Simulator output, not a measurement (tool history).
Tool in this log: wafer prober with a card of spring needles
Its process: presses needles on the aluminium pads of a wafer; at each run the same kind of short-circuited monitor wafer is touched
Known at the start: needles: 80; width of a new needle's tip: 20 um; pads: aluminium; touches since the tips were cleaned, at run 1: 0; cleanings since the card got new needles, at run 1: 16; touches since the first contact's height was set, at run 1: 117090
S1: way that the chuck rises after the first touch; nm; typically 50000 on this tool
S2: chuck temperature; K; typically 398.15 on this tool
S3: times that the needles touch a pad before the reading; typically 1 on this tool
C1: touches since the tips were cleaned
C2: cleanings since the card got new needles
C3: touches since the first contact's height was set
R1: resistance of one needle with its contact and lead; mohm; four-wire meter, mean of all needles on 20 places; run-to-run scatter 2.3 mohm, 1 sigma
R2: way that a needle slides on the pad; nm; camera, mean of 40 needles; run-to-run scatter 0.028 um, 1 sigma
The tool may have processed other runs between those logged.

Run 1, day 0: usual settings; C1 0; C2 16; C3 117090. Result: R1 267 mohm, R2 11500 nm.
Run 2, day 0.762: usual settings but S2 311.15 K; C1 3540; C2 16; C3 120630. Result: R1 282 mohm, R2 11460 nm.
At day 1.446: tips cleaned on abrasive film.
Run 3, day 1.671: usual settings but S2 311.15 K; C1 1060; C2 17; C3 124837. Result: R1 260 mohm, R2 11480 nm.
Run 4, day 2.125: usual settings but S2 311.15 K; C1 3166; C2 17; C3 126943. Result: R1 280 mohm, R2 11510 nm.
Run 5, day 2.746: usual settings but S2 307.15 K; C1 6048; C2 17; C3 129825. Result: R1 295 mohm, R2 11460 nm.
At day 2.879: tips cleaned on abrasive film.
Run 6, day 3.375: usual settings but S2 302.15 K; C1 2295; C2 18; C3 132718. Result: R1 274 mohm, R2 11460 nm.
Run 7, day 4.208: usual settings but S2 361.15 K; C1 6161; C2 18; C3 136584. Result: R1 309 mohm, R2 11470 nm.
At day 4.262: tips cleaned on abrasive film.
Run 8, day 5.254: usual settings; C1 4602; C2 19; C3 141425. Result: R1 310 mohm, R2 11420 nm.
At day 5.675: tips cleaned on abrasive film.
Run 9, day 5.783: usual settings but S3 3; C1 503; C2 20; C3 143864. Result: R1 268 mohm, R2 11390 nm.
Run 10, day 6.408: usual settings but S1 33000 nm, S3 3; C1 3399; C2 20; C3 146760. Result: R1 317 mohm, R2 7390 nm.
Run 11, day 6.883: usual settings but S1 33000 nm, S3 3; C1 5602; C2 20; C3 148963. Result: R1 321 mohm, R2 7400 nm.
At day 7.05: tips cleaned on abrasive film.
Run 12, day 7.642: usual settings but S2 359.15 K; C1 2736; C2 21; C3 152466. Result: R1 287 mohm, R2 11400 nm.
Run 13, day 8.338: usual settings but S2 359.15 K; C1 5972; C2 21; C3 155702. Result: R1 314 mohm, R2 11440 nm.
At day 8.438: tips cleaned on abrasive film.
Run 14, day 9.146: usual settings but S2 359.15 K; C1 3285; C2 22; C3 159435. Result: R1 294 mohm, R2 11350 nm.
At day 9.879: tips cleaned on abrasive film.
Run 15, day 10.221: usual settings but S2 359.15 K; C1 1590; C2 23; C3 164407. Result: R1 278 mohm, R2 11340 nm.
Run 16, day 10.862: usual settings but S1 62000 nm; C1 4561; C2 23; C3 167378. Result: R1 292 mohm, R2 14170 nm.
At day 11.275: tips cleaned on abrasive film.
Run 17, day 11.808: usual settings but S1 31000 nm; C1 2486; C2 24; C3 171769. Result: R1 368 mohm, R2 6830 nm.
Run 18, day 12.325: usual settings but S2 369.15 K; C1 4871; C2 24; C3 174154. Result: R1 307 mohm, R2 11330 nm.
At day 12.658: tips cleaned on abrasive film.
Run 19, day 13.325: usual settings but S2 369.15 K; C1 3095; C2 25; C3 178780. Result: R1 298 mohm, R2 11320 nm.
At day 14.112: tips cleaned on abrasive film.
Run 20, day 14.196: usual settings but S2 369.15 K; C1 395; C2 26; C3 182815. Result: R1 267 mohm, R2 11270 nm.
Run 21, day 14.729: usual settings but S2 369.15 K; C1 2853; C2 26; C3 185273. Result: R1 292 mohm, R2 11350 nm.
At day 15.529: tips cleaned on abrasive film.
Run 22, day 15.567: usual settings but S2 301.15 K, S3 2; C1 171; C2 27; C3 189148. Result: R1 243 mohm, R2 11250 nm.
Run 23, day 16.488: usual settings; C1 4454; C2 27; C3 193431. Result: R1 307 mohm, R2 11300 nm.
At day 16.942: tips cleaned on abrasive film.
Run 24, day 17.5: usual settings; C1 2588; C2 28; C3 198104. Result: R1 299 mohm, R2 11270 nm.
At day 18.308: height of the first contact set anew.
At day 18.354: tips cleaned on abrasive film.
Run 25, day 18.554: usual settings but S1 31000 nm, S2 389.15 K; C1 934; C2 29; C3 1134. Result: R1 320 mohm, R2 7270 nm.
Run 26, day 19.158: usual settings but S1 46000 nm, S2 308.15 K, S3 2; C1 3738; C2 29; C3 3938. Result: R1 270 mohm, R2 10870 nm.
At day 19.771: tips cleaned on abrasive film.
Run 27, day 20.158: usual settings; C1 1807; C2 30; C3 8568. Result: R1 288 mohm, R2 11790 nm.
Run 28, day 21.079: usual settings but S1 47000 nm, S2 323.15 K, S3 3; C1 6066; C2 30; C3 12827. Result: R1 267 mohm, R2 11030 nm.
At day 21.167: tips cleaned on abrasive film.
Run 29, day 22.004: usual settings but S1 47000 nm, S2 323.15 K, S3 3; C1 3891; C2 31; C3 17106. Result: R1 261 mohm, R2 11050 nm.
At day 22.558: tips cleaned on abrasive film.
Run 30, day 22.767: usual settings but S1 30000 nm, S2 308.15 K; C1 976; C2 32; C3 20630. Result: R1 308 mohm, R2 7010 nm.
Run 31, day 23.733: usual settings but S1 30000 nm, S2 308.15 K; C1 5463; C2 32; C3 25117. Result: R1 411 mohm, R2 7020 nm.
At day 23.962: tips cleaned on abrasive film.
Run 32, day 24.496: usual settings but S1 54000 nm, S3 3; C1 2482; C2 33; C3 28637. Result: R1 271 mohm, R2 12680 nm.
Run 33, day 25.129: usual settings but S1 54000 nm, S3 3; C1 5432; C2 33; C3 31587. Result: R1 281 mohm, R2 12740 nm.
At day 25.354: tips cleaned on abrasive film.
Run 34, day 25.838: usual settings but S1 58000 nm; C1 2237; C2 34; C3 34851. Result: R1 279 mohm, R2 13610 nm.

What if the next run were any one of these 3? Each begins from the tool's condition after run 34:
Run A, day 26.442: usual settings but S2 387.15 K, S3 2; C1 5041; C2 34; C3 37655. Result: R1 ?, R2 ?.
Run B, day 26.442: usual settings but S1 39000 nm, S2 300.15 K; C1 5041; C2 34; C3 37655. Result: R1 ?, R2 ?.
Run C, day 26.442: usual settings; C1 5041; C2 34; C3 37655. Result: R1 ?, R2 ?.

run   R1     R2
  A  288  11680
  B  331   9090
  C  314  11670
Without the tool's unlogged condition, the same runs would have read:
run   R1     R2
  A  258  11810
  B  242   9220
  C  265  11800
